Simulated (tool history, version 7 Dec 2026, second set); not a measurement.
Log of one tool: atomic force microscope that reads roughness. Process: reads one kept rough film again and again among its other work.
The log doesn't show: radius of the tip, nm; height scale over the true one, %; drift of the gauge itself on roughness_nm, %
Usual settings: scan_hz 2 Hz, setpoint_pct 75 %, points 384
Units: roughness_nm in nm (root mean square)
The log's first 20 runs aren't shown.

run   hour  scan_hz  setpoint_pct  points  pictures with this tip  hours of work since the height scale was calibrated  roughness_nm
 21  320.3        2            75     384                      25                                                  730         0.794
 22  336.9        2            75     384                      45                                                  741         0.796
 23  354.1        2            75     579                      66                                                  752         0.796
 24  373.6     0.57            69     296                      90                                                  765         0.894
     383.8  -- new tip fitted
 25  383.8     0.96            61     375                       0                                                  771          0.89
 26  398.4     0.96            61     375                      17                                                  781         0.893
 27  412.7     0.96            61     375                      35                                                  790         0.901
 28  428.1     0.96            61     375                      53                                                  800         0.896
 29  441.5        2            90     610                      70                                                  809         0.699
 30  459.6     2.69            90     610                      91                                                  821         0.643
       469  -- new tip fitted
 31  482.2     2.69            90     610                      16                                                  835          0.64
 32  498.8     1.17            71     384                      36                                                  846         0.857
 33    518     0.72            66     384                      60                                                  858         0.897
 34    530     0.54            75     259                      74                                                  866         0.882
     552.4  -- new tip fitted
 35  552.4     0.54            75     259                       0                                                  880         0.876
 36    562     0.91            85     392                      11                                                  887         0.824
 37  571.5        2            64     384                      23                                                  893         0.855
 38  582.3        2            64     416                      36                                                  900         0.856
 39  595.2        2            64     416                      51                                                  908         0.855
 40  606.6     3.26            66     526                      65                                                  916         0.807
 41  617.9     3.95            66     594                      79                                                  923          0.78
     636.9  -- new tip fitted
 42  637.8        2            75     452                       1                                                  936         0.799
 43  659.3     3.01            60     828                      28                                                  950         0.845
 44  668.7     1.78            70     397                      39                                                  956         0.836

4 ways to go on from here, each from the tool as it stands after run 44. What would each give?
  A   681        2            75     606                      54                                                  964             ?
  B   681     0.68            63     384                      54                                                  964             ?
  C   681     1.62            76     696                      54                                                  964             ?
  D   681     2.71            77     261                      54                                                  964             ?

run  roughness_nm
  A         0.801
  B         0.901
  C         0.821
  D         0.745
Without the tool's hidden state the same runs would have given:
run  roughness_nm
  A         0.801
  B         0.902
  C         0.821
  D         0.745
